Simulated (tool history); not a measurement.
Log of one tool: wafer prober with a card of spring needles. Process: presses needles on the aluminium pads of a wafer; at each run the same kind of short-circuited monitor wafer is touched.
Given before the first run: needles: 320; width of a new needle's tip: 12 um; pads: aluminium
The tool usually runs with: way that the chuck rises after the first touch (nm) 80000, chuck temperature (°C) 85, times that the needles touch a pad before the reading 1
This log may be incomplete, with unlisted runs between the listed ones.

run,hour,way that the chuck rises after the first touch (nm),chuck temperature (°C),times that the needles touch a pad before the reading,resistance of one needle with its contact and lead (mohm),way that a needle slides on the pad (nm)
1,0,80000,85,1,129,12930
# hour 2.5: tips cleaned on abrasive film
# hour 9.2: tips cleaned on abrasive film
# hour 15.9: tips cleaned on abrasive film
2,19.9,80000,85,1,133,12750
# hour 23.2: tips cleaned on abrasive film
# hour 27: height of the first contact set anew
# hour 30.3: tips cleaned on abrasive film
3,33.7,80000,85,2,126,13100
# hour 38.1: tips cleaned on abrasive film
# hour 45.3: tips cleaned on abrasive film
# hour 52: tips cleaned on abrasive film
4,52.4,95000,85,1,123,15600
# hour 59: tips cleaned on abrasive film
5,64.1,95000,85,1,135,15650
# hour 67.1: tips cleaned on abrasive film
# hour 74.3: tips cleaned on abrasive film
# hour 80.9: tips cleaned on abrasive film
6,83.5,95000,85,1,128,15620
# hour 88.7: tips cleaned on abrasive film
# hour 96.2: tips cleaned on abrasive film
7,96.2,95000,85,1,124,15570
# hour 103: tips cleaned on abrasive film
# hour 110.6: tips cleaned on abrasive film
8,116.6,95000,35,1,129,15600
# hour 118.3: tips cleaned on abrasive film
# hour 125: tips cleaned on abrasive film
9,125.9,80000,85,1,125,13070
# hour 133.2: tips cleaned on abrasive film
10,136.7,80000,85,1,133,13050
# hour 140.6: tips cleaned on abrasive film
# hour 147.5: tips cleaned on abrasive film
11,147.5,76000,47,3,117,12370
# hour 155.5: tips cleaned on abrasive film
# hour 162.6: tips cleaned on abrasive film
12,166.3,76000,47,3,121,12400
# hour 169.4: tips cleaned on abrasive film
# hour 176.6: tips cleaned on abrasive film
13,181.5,76000,47,3,118,12430
# hour 183.8: tips cleaned on abrasive film
# hour 191.2: tips cleaned on abrasive film
14,197.5,76000,47,3,121,12380
# hour 199.2: tips cleaned on abrasive film
# hour 206.1: tips cleaned on abrasive film
# hour 213.1: tips cleaned on abrasive film
15,214.9,82000,33,1,117,13330
# hour 220.2: tips cleaned on abrasive film
# hour 227.6: tips cleaned on abrasive film
16,229.6,65000,63,3,120,10560
# hour 235: tips cleaned on abrasive film
# hour 242: tips cleaned on abrasive film
17,247,88000,63,3,121,14240
# hour 248.7: tips cleaned on abrasive film
# hour 255.4: tips cleaned on abrasive film
# hour 262: tips cleaned on abrasive film
18,267.7,89000,77,1,132,14330
# hour 269.4: tips cleaned on abrasive film
# hour 276.5: tips cleaned on abrasive film
# hour 283.3: tips cleaned on abrasive film
19,285.5,67000,85,1,126,10750

Branching from run 19: 3 alternative next runs. What would each branch give?
# hour 290.7: tips cleaned on abrasive film
A,295.6,89000,49,2,?,?
# hour 290.7: tips cleaned on abrasive film
B,295.6,62000,85,2,?,?
# hour 290.7: tips cleaned on abrasive film
C,295.6,64000,85,1,?,?

run,resistance of one needle with its contact and lead (mohm),way that a needle slides on the pad (nm)
A,119,14530
B,130,9970
C,137,10310
With the hidden condition removed and each run's random variation left untouched, the same runs would have given:
run,resistance of one needle with its contact and lead (mohm),way that a needle slides on the pad (nm)
A,112,14830
B,121,10270
C,123,10610

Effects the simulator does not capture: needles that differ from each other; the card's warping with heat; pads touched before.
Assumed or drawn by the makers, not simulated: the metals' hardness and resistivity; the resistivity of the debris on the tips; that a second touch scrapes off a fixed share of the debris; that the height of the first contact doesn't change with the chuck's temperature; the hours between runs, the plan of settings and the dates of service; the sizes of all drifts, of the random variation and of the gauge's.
